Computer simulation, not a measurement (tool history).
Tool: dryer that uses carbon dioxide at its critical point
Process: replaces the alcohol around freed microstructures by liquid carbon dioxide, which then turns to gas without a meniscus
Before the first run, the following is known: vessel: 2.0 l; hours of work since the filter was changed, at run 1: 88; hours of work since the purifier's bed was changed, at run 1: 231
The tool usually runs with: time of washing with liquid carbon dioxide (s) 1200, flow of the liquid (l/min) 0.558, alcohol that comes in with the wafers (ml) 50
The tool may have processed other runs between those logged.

run,hour,time of washing with liquid carbon dioxide (s),flow of the liquid (l/min),alcohol that comes in with the wafers (ml),hours of work since the filter was changed,hours of work since the purifier's bed was changed,alcohol left in the vessel before it's heated (ppm by volume)
1,0.0,1200,0.558,50,88,231,236
2,10.9,1200,0.558,50,94,238,241
3,20.4,1200,0.558,50,100,244,246
4,34.7,1200,0.558,50,109,253,245
5,49.3,1200,0.558,50,119,262,259
6,64.7,1200,0.558,50,128,271,249
7,77.2,1200,0.458,50,136,279,546
8,84.9,1200,0.458,50,141,284,544
9,99.2,1200,0.558,47,150,293,249
10,108.6,1200,0.336,47,156,299,1405
11,119.2,1200,0.558,50,162,305,262
12,134.2,1200,0.558,50,172,315,270
13,143.3,1200,0.558,50,177,321,275
14,150.6,1200,0.558,21,182,325,129
15,166.9,1200,0.558,50,192,335,285
16,180.6,1200,0.558,50,201,344,280
17,193.3,1200,0.558,50,209,352,286
18,205.6,1200,0.558,50,216,359,288
19,219.5,1200,0.558,25,225,368,158
20,235.1,1200,0.558,25,235,378,170
21,246.3,1140,0.484,50,242,385,611
22,260.0,1740,0.356,50,250,394,397
23,267.6,1740,0.462,65,255,398,178
24,275.0,1560,0.563,71,260,403,136
25,291.8,1200,0.558,27,270,413,195
26,305.7,1200,0.558,27,279,422,194
27,313.4,780,0.388,24,284,427,1557
28,328.0,720,0.927,24,293,436,191
29,344.2,1440,0.438,111,303,446,856
30,357.4,1440,0.438,111,311,455,878
31,372.0,1440,0.442,84,320,464,640

Each run again, without the hidden state but with its own random variation kept:
Hidden conditions of the tool in this case: flow that reaches the vessel past the clogged filter, %; alcohol in the recycled carbon dioxide, ppm; drift of the gauge itself on alcohol_ppm, %.
run,alcohol left in the vessel before it's heated (ppm by volume)
1,180
2,181
3,185
4,179
5,190
6,175
7,425
8,422
9,168
10,1170
11,178
12,179
13,180
14,71
15,185
16,176
17,178
18,178
19,82
20,92
21,415
22,245
23,85
24,57
25,102
26,98
27,1235
28,95
29,518
30,529
31,366
